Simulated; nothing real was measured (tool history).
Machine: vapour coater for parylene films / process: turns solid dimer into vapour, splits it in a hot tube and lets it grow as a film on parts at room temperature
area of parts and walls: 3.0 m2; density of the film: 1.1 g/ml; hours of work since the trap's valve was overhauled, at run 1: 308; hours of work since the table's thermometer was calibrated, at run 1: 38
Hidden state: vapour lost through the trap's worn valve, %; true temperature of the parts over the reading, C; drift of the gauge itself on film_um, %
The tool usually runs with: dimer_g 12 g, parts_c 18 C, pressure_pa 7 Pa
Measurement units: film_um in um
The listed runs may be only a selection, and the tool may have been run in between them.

run	hour	dimer_g	parts_c	pressure_pa	hours of work since the trap's valve was overhauled	hours of work since the table's thermometer was calibrated	film_um
1	0	12	18	7	308	38	2.407
2	8.6	10	18	7	312	42	2.012
3	18.6	8	18	7	317	46	1.603
4	31	12	18	7	323	52	2.405
5	42.6	12	23	7	328	58	2
6	60	12	23	7	336	66	1.998
7	72.9	12	23	7	342	72	1.992
8	91.9	12	18	7	351	81	2.404
9	112.6	12	11	7	361	90	3.115
10	128.9	12	11	7	369	98	3.1
11	138	12	18	5.49	373	102	2.448
12	158.8	12	18	5.49	383	112	2.446
13	175.9	12	18	3.88	391	120	2.533
14	195.6	12	18	3.88	400	129	2.535
15	204.3	12	18	3.88	404	133	2.53
# hour 220.6: trap's valve overhauled
16	225.6	12	18	3.88	2	142	2.637
17	242.7	8	23	3.33	10	150	1.489
18	254.5	8	12	3.48	16	155	2.227
19	270.9	6	18	5.8	24	163	1.268
20	284.2	15	22	8.22	30	169	2.639
21	298.1	6	22	3.55	36	176	1.146
22	307.8	6	25	3.55	41	180	1.029
23	326	6	25	3.55	49	189	1.019
24	338.3	11	29	5.91	55	194	1.541
25	352.9	11	29	5.91	62	201	1.534
26	361.7	11	29	5.91	66	205	1.534
27	380.3	11	29	5.91	75	214	1.531
28	395.8	12	18	2.57	82	221	2.732
29	405.7	12	18	2.57	87	226	2.74
30	425.3	7	20	2.78	96	235	1.468
31	439.8	18	11	2.78	103	242	5.253

How would selected steps in film_um from run to run divide? Give the signed amount a tool lacking its hidden state would still show from settings, what came in and random variation, and the signed amount left for the hidden state, including any gauge scatter that is not in both of the compared results.
Run 8 -> 9: parts_c 18 -> 11. film_um +0.711 um: hidden state -0.036, all else +0.747.
Run 15 -> 16: trap's valve overhauled. film_um +0.107 um: hidden state +0.111, all else -0.004.
Run 19 -> 20: dimer_g 6 -> 15, parts_c 18 -> 22, pressure_pa 5.8 -> 8.22. film_um +1.371 um: hidden state -0.014, all else +1.385.
Run 20 -> 21: dimer_g 15 -> 6, pressure_pa 8.22 -> 3.55. film_um -1.493 um: hidden state +0.013, all else -1.506.
Run 30 -> 31: dimer_g 7 -> 18, parts_c 20 -> 11. film_um +3.785 um: hidden state -0.073, all else +3.858.
